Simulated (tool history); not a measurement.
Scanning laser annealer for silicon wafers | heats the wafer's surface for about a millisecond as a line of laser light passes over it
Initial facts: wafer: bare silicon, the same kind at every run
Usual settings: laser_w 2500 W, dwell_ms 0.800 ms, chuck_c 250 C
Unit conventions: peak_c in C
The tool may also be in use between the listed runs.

{"run": 1, "hour": 0.0, "laser_w": 2500, "dwell_ms": 0.8, "chuck_c": 250, "peak_c": 974}
{"run": 2, "hour": 17.5, "laser_w": 2500, "dwell_ms": 0.845, "chuck_c": 250, "peak_c": 999}
{"run": 3, "hour": 32.4, "laser_w": 2500, "dwell_ms": 0.845, "chuck_c": 250, "peak_c": 995}
{"run": 4, "hour": 51.5, "laser_w": 2500, "dwell_ms": 0.845, "chuck_c": 250, "peak_c": 995}
{"run": 5, "hour": 70.8, "laser_w": 2500, "dwell_ms": 0.845, "chuck_c": 250, "peak_c": 999}
{"run": 6, "hour": 90.0, "laser_w": 2500, "dwell_ms": 0.845, "chuck_c": 250, "peak_c": 994}
{"run": 7, "hour": 111.2, "laser_w": 2500, "dwell_ms": 0.845, "chuck_c": 287, "peak_c": 1035}
{"run": 8, "hour": 129.8, "laser_w": 2500, "dwell_ms": 0.8, "chuck_c": 212, "peak_c": 935}
{"run": 9, "hour": 140.7, "laser_w": 2500, "dwell_ms": 0.8, "chuck_c": 247, "peak_c": 971}
{"run": 10, "hour": 152.1, "laser_w": 2500, "dwell_ms": 0.8, "chuck_c": 247, "peak_c": 969}
{"run": 11, "hour": 166.6, "laser_w": 2500, "dwell_ms": 0.8, "chuck_c": 250, "peak_c": 972}
{"hour": 176.7, "done": "optics aligned, line set to its width"}
{"run": 12, "hour": 183.8, "laser_w": 2500, "dwell_ms": 0.8, "chuck_c": 250, "peak_c": 977}
{"run": 13, "hour": 201.8, "laser_w": 2500, "dwell_ms": 0.8, "chuck_c": 283, "peak_c": 1010}
{"run": 14, "hour": 218.6, "laser_w": 2500, "dwell_ms": 0.8, "chuck_c": 250, "peak_c": 976}
{"run": 15, "hour": 229.2, "laser_w": 2500, "dwell_ms": 0.8, "chuck_c": 285, "peak_c": 1008}
{"run": 16, "hour": 251.7, "laser_w": 2500, "dwell_ms": 0.8, "chuck_c": 285, "peak_c": 1012}
{"run": 17, "hour": 269.4, "laser_w": 2500, "dwell_ms": 0.8, "chuck_c": 227, "peak_c": 952}
{"run": 18, "hour": 291.8, "laser_w": 2500, "dwell_ms": 0.8, "chuck_c": 227, "peak_c": 952}
{"run": 19, "hour": 310.1, "laser_w": 2500, "dwell_ms": 0.8, "chuck_c": 227, "peak_c": 953}
{"run": 20, "hour": 321.5, "laser_w": 2500, "dwell_ms": 0.8, "chuck_c": 285, "peak_c": 1014}
{"run": 21, "hour": 343.1, "laser_w": 2500, "dwell_ms": 0.8, "chuck_c": 285, "peak_c": 1008}
{"run": 22, "hour": 354.8, "laser_w": 2579, "dwell_ms": 0.902, "chuck_c": 222, "peak_c": 1026}
{"run": 23, "hour": 370.6, "laser_w": 2331, "dwell_ms": 0.817, "chuck_c": 261, "peak_c": 945}
{"run": 24, "hour": 381.2, "laser_w": 2661, "dwell_ms": 0.8, "chuck_c": 228, "peak_c": 997}
{"run": 25, "hour": 394.3, "laser_w": 2661, "dwell_ms": 0.8, "chuck_c": 228, "peak_c": 999}
{"run": 26, "hour": 413.4, "laser_w": 2661, "dwell_ms": 0.8, "chuck_c": 228, "peak_c": 998}
{"run": 27, "hour": 424.2, "laser_w": 2500, "dwell_ms": 0.747, "chuck_c": 250, "peak_c": 946}
{"run": 28, "hour": 435.9, "laser_w": 2725, "dwell_ms": 0.578, "chuck_c": 253, "peak_c": 903}
{"run": 29, "hour": 448.5, "laser_w": 2725, "dwell_ms": 0.578, "chuck_c": 253, "peak_c": 907}
{"run": 30, "hour": 458.7, "laser_w": 2723, "dwell_ms": 0.8, "chuck_c": 268, "peak_c": 1054}
{"run": 31, "hour": 478.5, "laser_w": 2358, "dwell_ms": 0.8, "chuck_c": 212, "peak_c": 897}
{"run": 32, "hour": 494.5, "laser_w": 2648, "dwell_ms": 0.8, "chuck_c": 250, "peak_c": 1014}
{"run": 33, "hour": 516.1, "laser_w": 2257, "dwell_ms": 0.872, "chuck_c": 275, "peak_c": 965}
{"run": 34, "hour": 537.0, "laser_w": 2257, "dwell_ms": 0.872, "chuck_c": 275, "peak_c": 965}
{"run": 35, "hour": 548.7, "laser_w": 2500, "dwell_ms": 0.882, "chuck_c": 232, "peak_c": 998}
{"run": 36, "hour": 568.1, "laser_w": 2500, "dwell_ms": 0.882, "chuck_c": 232, "peak_c": 997}
{"run": 37, "hour": 581.8, "laser_w": 2160, "dwell_ms": 0.642, "chuck_c": 280, "peak_c": 833}
{"run": 38, "hour": 601.7, "laser_w": 2644, "dwell_ms": 0.8, "chuck_c": 283, "peak_c": 1046}
{"run": 39, "hour": 620.9, "laser_w": 2732, "dwell_ms": 0.8, "chuck_c": 265, "peak_c": 1052}
{"run": 40, "hour": 643.0, "laser_w": 2697, "dwell_ms": 0.578, "chuck_c": 273, "peak_c": 916}
{"run": 41, "hour": 653.2, "laser_w": 2697, "dwell_ms": 0.578, "chuck_c": 273, "peak_c": 911}

4 options for the next run, each taken on its own from the tool as it stands now. Forecast them:
{"run": "A", "hour": 671.5, "laser_w": 2488, "dwell_ms": 0.578, "chuck_c": 273, "peak_c": "?"}
{"run": "B", "hour": 671.5, "laser_w": 2695, "dwell_ms": 0.8, "chuck_c": 250, "peak_c": "?"}
{"run": "C", "hour": 671.5, "laser_w": 2454, "dwell_ms": 0.8, "chuck_c": 250, "peak_c": "?"}
{"run": "D", "hour": 671.5, "laser_w": 2500, "dwell_ms": 0.643, "chuck_c": 252, "peak_c": "?"}

run=A peak_c=867
run=B peak_c=1024
run=C peak_c=959
run=D peak_c=886
Without the tool's unlogged condition, the same runs would have read:
run=A peak_c=880
run=B peak_c=1040
run=C peak_c=973
run=D peak_c=899
